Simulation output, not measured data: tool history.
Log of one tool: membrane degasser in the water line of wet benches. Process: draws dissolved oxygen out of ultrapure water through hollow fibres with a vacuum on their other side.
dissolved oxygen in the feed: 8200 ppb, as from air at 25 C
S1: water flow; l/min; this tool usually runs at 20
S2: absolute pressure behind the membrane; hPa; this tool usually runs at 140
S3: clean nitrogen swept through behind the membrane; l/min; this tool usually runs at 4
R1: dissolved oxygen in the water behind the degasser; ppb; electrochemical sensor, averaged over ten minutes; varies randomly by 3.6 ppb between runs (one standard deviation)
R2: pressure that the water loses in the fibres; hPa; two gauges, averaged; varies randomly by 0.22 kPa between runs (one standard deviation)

Run 1, hour 0: usual settings. Result: R1 466.4 ppb, R2 609.5 hPa.
Run 2, hour 245.7: usual settings. Result: R1 473.6 ppb, R2 609.4 hPa.
At hour 356.8: vacuum gauge calibrated.
Run 3, hour 403.7: usual settings but S2 345 hPa. Result: R1 695.6 ppb, R2 610.1 hPa.
Run 4, hour 710.3: usual settings but S1 19 l/min. Result: R1 438.1 ppb, R2 579.3 hPa.
Run 5, hour 894.3: usual settings but S1 19 l/min. Result: R1 445.5 ppb, R2 579.6 hPa.
At hour 1000.7: membrane cartridge changed.
Run 6, hour 1225.6: usual settings. Result: R1 369.2 ppb, R2 541.2 hPa.
At hour 1250.2: seals of the vacuum lines changed.
Run 7, hour 1435.4: usual settings. Result: R1 363.8 ppb, R2 547.6 hPa.
Run 8, hour 1694.4: usual settings. Result: R1 364.6 ppb, R2 545.5 hPa.
Run 9, hour 1971.5: usual settings. Result: R1 365.5 ppb, R2 543.9 hPa.
Run 10, hour 2288.8: usual settings. Result: R1 372.8 ppb, R2 550.3 hPa.
Run 11, hour 2587: usual settings. Result: R1 371 ppb, R2 546.7 hPa.
Run 12, hour 2881.2: usual settings. Result: R1 378.6 ppb, R2 548.3 hPa.
Run 13, hour 3075.5: usual settings. Result: R1 384.9 ppb, R2 550.4 hPa.
Run 14, hour 3232.4: usual settings. Result: R1 376.3 ppb, R2 547.2 hPa.
Run 15, hour 3416.3: usual settings but S2 219 hPa. Result: R1 468.4 ppb, R2 553.4 hPa.
Run 16, hour 3728.7: usual settings but S2 219 hPa, S3 2.83 l/min. Result: R1 546 ppb, R2 553.3 hPa.
At hour 3963.4: vacuum gauge calibrated.
Run 17, hour 4040.5: usual settings but S1 13 l/min, S2 234 hPa, S3 2.85 l/min. Result: R1 306.8 ppb, R2 359.6 hPa.
Run 18, hour 4341.1: usual settings but S3 9 l/min. Result: R1 318.5 ppb, R2 557.4 hPa.
Run 19, hour 4541.3: usual settings but S3 9 l/min. Result: R1 326.5 ppb, R2 557.9 hPa.
Run 20, hour 4716.3: usual settings but S1 25 l/min, S2 115 hPa, S3 4.38 l/min. Result: R1 518.7 ppb, R2 698.4 hPa.
Run 21, hour 4882.8: usual settings but S1 14 l/min, S2 115 hPa, S3 4.38 l/min. Result: R1 174.1 ppb, R2 390.5 hPa.
Run 22, hour 5207.7: usual settings but S1 32 l/min. Result: R1 832.4 ppb, R2 895.7 hPa.
Run 23, hour 5513.3: usual settings but S1 13 l/min, S2 238 hPa, S3 3.93 l/min. Result: R1 254.7 ppb, R2 367.6 hPa.
Run 24, hour 5789.8: usual settings but S1 15 l/min, S3 3.8 l/min. Result: R1 241.8 ppb, R2 425.4 hPa.
Run 25, hour 5979.3: usual settings but S1 15 l/min, S3 3.8 l/min. Result: R1 242.8 ppb, R2 423.2 hPa.
Run 26, hour 6287.1: usual settings but S1 13 l/min, S3 2.7 l/min. Result: R1 224.1 ppb, R2 366.7 hPa.
Run 27, hour 6499.7: usual settings but S2 230 hPa, S3 2.11 l/min. Result: R1 685.6 ppb, R2 570.6 hPa.
Run 28, hour 6644.4: usual settings but S2 230 hPa, S3 5.42 l/min. Result: R1 450.1 ppb, R2 570.2 hPa.
Run 29, hour 6958.6: usual settings but S3 8.74 l/min. Result: R1 336.9 ppb, R2 573.6 hPa.
Run 30, hour 7202: usual settings but S1 15 l/min, S2 200 hPa, S3 5.34 l/min. Result: R1 257.4 ppb, R2 432.2 hPa.
Run 31, hour 7357.3: usual settings but S1 18 l/min, S2 104 hPa, S3 7.27 l/min. Result: R1 267.3 ppb, R2 518.6 hPa.
At hour 7560.7: vacuum gauge calibrated.
Run 32, hour 7671.1: usual settings but S1 14 l/min, S2 101 hPa, S3 7.27 l/min. Result: R1 150.1 ppb, R2 401.7 hPa.

Below, some changes in R1 between adjacent runs. For each, the amount present without the hidden state too (settings, incoming material, random variation) and the amount remaining for the hidden state with gauge scatter not shared by both compared results:
What the log doesn't record here: membrane still open, %; true pressure behind the membrane over the reading, kPa; air that leaks in behind the membrane, l/min; drift of the gauge itself on oxygen_ppb, %; drift of the gauge itself on loss_of_pressure_kpa, %.
Run 5 -> 6: S1 19 -> 20, membrane cartridge changed. R1 -76.3 ppb: hidden state -106.9, all else +30.6.
Run 21 -> 22: S1 14 -> 32, S2 115 -> 140, S3 4.38 -> 4. R1 +658.3 ppb: hidden state +41.1, all else +617.2.
Run 22 -> 23: S1 32 -> 13, S2 140 -> 238, S3 4 -> 3.93. R1 -577.7 ppb: hidden state -37.6, all else -540.1.
Run 26 -> 27: S1 13 -> 20, S2 140 -> 230, S3 2.7 -> 2.11. R1 +461.5 ppb: hidden state +26, all else +435.5.
